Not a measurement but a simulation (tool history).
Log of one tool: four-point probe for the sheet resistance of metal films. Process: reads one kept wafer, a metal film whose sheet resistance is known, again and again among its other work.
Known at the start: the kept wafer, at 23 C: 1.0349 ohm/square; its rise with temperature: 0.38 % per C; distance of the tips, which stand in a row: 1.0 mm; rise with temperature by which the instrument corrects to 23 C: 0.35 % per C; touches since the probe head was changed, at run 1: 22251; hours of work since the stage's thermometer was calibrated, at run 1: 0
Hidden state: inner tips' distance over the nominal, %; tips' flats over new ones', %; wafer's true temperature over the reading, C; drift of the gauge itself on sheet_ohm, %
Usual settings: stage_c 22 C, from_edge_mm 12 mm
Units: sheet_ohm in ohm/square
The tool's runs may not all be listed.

| run | day | stage_c | from_edge_mm | touches since the probe head was changed | hours of work since the stage's thermometer was calibrated | sheet_ohm |
|---|---|---|---|---|---|---|
| 1 | 0.000 | 22 | 12 | 22251 | 0 | 1.041503 |
| 2 | 0.954 | 22 | 12 | 22831 | 18 | 1.041914 |
| 3 | 2.371 | 22 | 12 | 23693 | 44 | 1.041338 |
| 4 | 3.471 | 23 | 12 | 24361 | 64 | 1.041913 |
| 5 | 4.558 | 23 | 12 | 25023 | 84 | 1.042170 |
|  | 4.717 | stage's thermometer calibrated |
| 6 | 5.396 | 23 | 12 | 25520 | 13 | 1.042208 |
| 7 | 6.292 | 22 | 12 | 26064 | 29 | 1.041612 |
| 8 | 7.642 | 25 | 48 | 26884 | 54 | 1.039175 |
| 9 | 8.838 | 18 | 12 | 27611 | 76 | 1.040063 |
| 10 | 9.929 | 19 | 54 | 28276 | 96 | 1.036692 |
| 11 | 10.658 | 19 | 54 | 28719 | 110 | 1.036941 |
| 12 | 12.079 | 19 | 54 | 29582 | 136 | 1.036792 |
|  | 12.275 | stage's thermometer calibrated, once more |
| 13 | 13.292 | 19 | 54 | 30305 | 19 | 1.037406 |
| 14 | 14.217 | 19 | 54 | 30869 | 36 | 1.037406 |

Forecast each of these 5 alternatives for the next run:
| A | 15.262 | 28 | 3 | 31505 | 55 | ? |
| B | 15.262 | 34 | 4 | 31505 | 55 | ? |
| C | 15.262 | 28 | 19 | 31505 | 55 | ? |
| D | 15.262 | 28 | 4 | 31505 | 55 | ? |
| E | 15.262 | 21 | 10 | 31505 | 55 | ? |

| run | sheet_ohm |
|---|---|
| A | 1.099155 |
| B | 1.076949 |
| C | 1.042079 |
| D | 1.074309 |
| E | 1.043792 |
Without the tool's hidden state the same runs would have given:
| run | sheet_ohm |
|---|---|
| A | 1.095135 |
| B | 1.072998 |
| C | 1.038250 |
| D | 1.070371 |
| E | 1.039960 |
